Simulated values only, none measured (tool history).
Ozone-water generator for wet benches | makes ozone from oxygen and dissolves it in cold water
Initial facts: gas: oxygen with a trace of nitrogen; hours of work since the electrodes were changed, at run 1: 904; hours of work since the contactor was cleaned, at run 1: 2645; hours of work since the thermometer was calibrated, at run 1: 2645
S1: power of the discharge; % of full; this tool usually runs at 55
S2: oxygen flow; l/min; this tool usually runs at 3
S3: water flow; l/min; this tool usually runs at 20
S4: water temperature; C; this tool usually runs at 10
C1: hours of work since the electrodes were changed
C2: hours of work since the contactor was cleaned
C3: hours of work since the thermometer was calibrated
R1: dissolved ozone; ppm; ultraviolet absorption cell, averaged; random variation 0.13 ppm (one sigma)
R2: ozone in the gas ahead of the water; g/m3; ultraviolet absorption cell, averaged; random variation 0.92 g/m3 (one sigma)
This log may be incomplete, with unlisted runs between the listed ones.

Run 1, hour 0: usual settings; C1 904; C2 2645; C3 2645. Result: R1 13.3 ppm, R2 151 g/m3.
Run 2, hour 28.9: usual settings; C1 927; C2 2669; C3 2669. Result: R1 13.3 ppm, R2 151.7 g/m3.
Run 3, hour 60.5: usual settings; C1 953; C2 2694; C3 2694. Result: R1 13.3 ppm, R2 151.4 g/m3.
Run 4, hour 97.2: usual settings; C1 983; C2 2724; C3 2724. Result: R1 13.1 ppm, R2 151.6 g/m3.
Run 5, hour 115.3: usual settings; C1 998; C2 2739; C3 2739. Result: R1 13.4 ppm, R2 152.3 g/m3.
Run 6, hour 158.1: usual settings; C1 1032; C2 2774; C3 2774. Result: R1 13.2 ppm, R2 150.8 g/m3.
Run 7, hour 177.4: usual settings; C1 1048; C2 2790; C3 2790. Result: R1 13.2 ppm, R2 151.2 g/m3.
At hour 180.9: water thermometer calibrated.
Run 8, hour 202.5: usual settings; C1 1068; C2 2810; C3 18. Result: R1 13.2 ppm, R2 152.2 g/m3.
Run 9, hour 234.3: usual settings; C1 1094; C2 2836; C3 44. Result: R1 13.1 ppm, R2 151.4 g/m3.
At hour 245: water thermometer calibrated, once more.
Run 10, hour 265.9: usual settings but S2 4.42 l/min, S4 15 C; C1 1119; C2 2861; C3 17. Result: R1 14.4 ppm, R2 133.3 g/m3.
Run 11, hour 295.5: usual settings but S2 4.42 l/min, S4 15 C; C1 1144; C2 2885; C3 41. Result: R1 14.4 ppm, R2 133.2 g/m3.
Run 12, hour 323.8: usual settings but S4 7 C; C1 1167; C2 2908; C3 64. Result: R1 13.5 ppm, R2 150.8 g/m3.
Run 13, hour 350.2: usual settings but S1 95 % of full, S2 3.06 l/min, S3 14 l/min, S4 7 C; C1 1188; C2 2930; C3 86. Result: R1 28.3 ppm, R2 220.6 g/m3.
Run 14, hour 389.6: usual settings but S1 95 % of full, S2 3.06 l/min, S3 14 l/min, S4 7 C; C1 1220; C2 2962; C3 118. Result: R1 28.5 ppm, R2 220.3 g/m3.
Run 15, hour 408.1: usual settings but S1 95 % of full, S2 2.37 l/min, S3 14 l/min, S4 7 C; C1 1235; C2 2977; C3 133. Result: R1 25.9 ppm, R2 237.4 g/m3.
Run 16, hour 427.9: usual settings but S1 65 % of full, S2 3.72 l/min, S3 14 l/min, S4 7 C; C1 1251; C2 2993; C3 149. Result: R1 23.2 ppm, R2 157.8 g/m3.
Run 17, hour 464.9: usual settings but S1 58 % of full, S2 3.72 l/min, S3 22 l/min, S4 7 C; C1 1281; C2 3023; C3 179. Result: R1 14.1 ppm, R2 145.4 g/m3.
Run 18, hour 505.5: usual settings but S2 4.29 l/min, S3 13 l/min; C1 1315; C2 3056; C3 212. Result: R1 21.4 ppm, R2 132 g/m3.

Forecast each of these 5 alternatives for the next run:
Run A, hour 529.7: usual settings but S1 47 % of full, S2 2.53 l/min, S3 22 l/min; C1 1334; C2 3076; C3 232. Result: R1 ?, R2 ?.
Run B, hour 529.7: usual settings but S2 4.29 l/min, S3 27 l/min; C1 1334; C2 3076; C3 232. Result: R1 ?, R2 ?.
Run C, hour 529.7: usual settings but S2 4.29 l/min, S3 15 l/min, S4 15 C; C1 1334; C2 3076; C3 232. Result: R1 ?, R2 ?.
Run D, hour 529.7: usual settings but S1 97 % of full, S2 2.54 l/min; C1 1334; C2 3076; C3 232. Result: R1 ?, R2 ?.
Run E, hour 529.7: usual settings but S2 4.29 l/min, S3 30 l/min, S4 5 C; C1 1334; C2 3076; C3 232. Result: R1 ?, R2 ?.

run    R1     R2
  A   9.8  143.5
  B  11.1  133.6
  C    18    134
  D    18  238.6
  E  10.2  132.7
With the hidden condition removed and each run's random variation left untouched, the same runs would have given:
run    R1     R2
  A  10.2  146.2
  B  11.7  136.6
  C  18.8    137
  D  19.1  246.6
  E  10.8  135.7

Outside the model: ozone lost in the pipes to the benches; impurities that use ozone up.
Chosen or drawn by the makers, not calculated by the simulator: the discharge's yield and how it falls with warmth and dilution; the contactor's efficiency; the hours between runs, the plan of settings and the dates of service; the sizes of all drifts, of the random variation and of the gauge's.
